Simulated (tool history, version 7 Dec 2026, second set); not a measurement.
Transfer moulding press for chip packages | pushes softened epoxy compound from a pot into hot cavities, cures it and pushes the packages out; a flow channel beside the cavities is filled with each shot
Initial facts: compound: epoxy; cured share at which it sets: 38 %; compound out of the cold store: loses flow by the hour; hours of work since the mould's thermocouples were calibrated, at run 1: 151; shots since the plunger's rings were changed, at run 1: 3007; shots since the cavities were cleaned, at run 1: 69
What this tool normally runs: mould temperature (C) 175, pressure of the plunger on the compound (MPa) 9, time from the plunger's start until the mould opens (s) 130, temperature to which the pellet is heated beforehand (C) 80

run	hour	mould temperature (C)	pressure of the plunger on the compound (MPa)	time from the plunger's start until the mould opens (s)	temperature to which the pellet is heated beforehand (C)	hours of work since the mould's thermocouples were calibrated	shots since the plunger's rings were changed	shots since the cavities were cleaned	incoming compound's hours out of the cold store	length that the compound runs in the flow channel (mm)	greatest force on the pins that push the packages out (N)
1	0	175	9	130	80	151	3007	69	26.4	745	237
2	41.1	175	9	130	80	174	3315	377	29.2	730	367
# hour 55.2: plunger's sealing rings changed
# hour 84.4: cavities cleaned with cleaning compound and waxed
3	84.4	175	9	130	80	196	208	0	44.3	727	213
# hour 177.1: cavities cleaned with cleaning compound and waxed
4	178.7	175	9	130	80	248	905	12	22.4	762	207
# hour 269: cavities cleaned with cleaning compound and waxed
5	273.3	175	9	130	80	300	1604	32	36.5	726	233
# hour 309.5: mould's thermocouples calibrated
6	358.3	175	9	130	80	27	2227	655	43.8	701	393
# hour 368.2: cavities cleaned with cleaning compound and waxed
7	448.5	175	9	130	80	77	2894	603	39.8	705	392
# hour 462.9: cavities cleaned with cleaning compound and waxed
8	504.1	175	9	130	80	107	3300	309	28.5	727	332
# hour 521.4: plunger's sealing rings changed
# hour 557.1: cavities cleaned with cleaning compound and waxed
9	603.6	175	9	130	80	160	607	350	19.8	777	373
# hour 655.1: cavities cleaned with cleaning compound and waxed
10	698	175	9	130	80	212	1304	322	29.5	736	356
# hour 747.6: cavities cleaned with cleaning compound and waxed
# hour 756.2: mould's thermocouples calibrated, once more
11	767.9	175	9	130	80	7	1803	138	26.5	763	308
12	832.1	172	10.32	130	79	42	2285	620	12	862	564
# hour 840.6: cavities cleaned with cleaning compound and waxed
13	874.4	169	8.18	148	84	65	2592	254	8.8	780	412
# hour 936.1: cavities cleaned with cleaning compound and waxed
14	969.1	179	9	130	80	117	3292	248	32.1	704	285
# hour 989.3: plunger's sealing rings changed
# hour 1031.9: cavities cleaned with cleaning compound and waxed
15	1031.9	171	8.93	116	77	150	308	0	35.7	765	367
16	1088.4	171	8.93	116	77	182	733	425	15	816	660
# hour 1124.9: cavities cleaned with cleaning compound and waxed
17	1150.5	182	8.12	130	79	215	1188	192	45.8	651	252
18	1191.5	182	8.12	130	79	238	1496	500	30.9	690	331
# hour 1216.4: cavities cleaned with cleaning compound and waxed
19	1244.4	167	7.03	153	78	267	1882	210	44.4	651	399
20	1302	172	8.67	154	73	299	2315	643	19.4	766	407
# hour 1308.5: cavities cleaned with cleaning compound and waxed
# hour 1345.3: mould's thermocouples calibrated
21	1372.6	174	9	144	80	15	2819	467	43	704	359
# hour 1401: cavities cleaned with cleaning compound and waxed
22	1427.5	174	7.81	144	89	45	3220	199	11.4	729	316

Each row is a separate what-if for the run after 22, all from the same tool condition, not one after another. Results?
# hour 1460.2: plunger's sealing rings changed
# hour 1495.9: cavities cleaned with cleaning compound and waxed
A	1510.4	182	9	130	80	89	366	109	9	?	?
# hour 1460.2: plunger's sealing rings changed
# hour 1495.9: cavities cleaned with cleaning compound and waxed
B	1510.4	179	9.96	147	89	89	366	109	15.2	?	?
# hour 1460.2: plunger's sealing rings changed
# hour 1495.9: cavities cleaned with cleaning compound and waxed
C	1510.4	176	9	130	70	89	366	109	32.3	?	?
# hour 1460.2: plunger's sealing rings changed
# hour 1495.9: cavities cleaned with cleaning compound and waxed
D	1510.4	175	9	130	81	89	366	109	37.8	?	?

run	length that the compound runs in the flow channel (mm)	greatest force on the pins that push the packages out (N)
A	801	226
B	821	218
C	758	264
D	738	281
Had the tool no hidden state, the same runs would have come out as:
run	length that the compound runs in the flow channel (mm)	greatest force on the pins that push the packages out (N)
A	805	171
B	826	166
C	763	197
D	743	211

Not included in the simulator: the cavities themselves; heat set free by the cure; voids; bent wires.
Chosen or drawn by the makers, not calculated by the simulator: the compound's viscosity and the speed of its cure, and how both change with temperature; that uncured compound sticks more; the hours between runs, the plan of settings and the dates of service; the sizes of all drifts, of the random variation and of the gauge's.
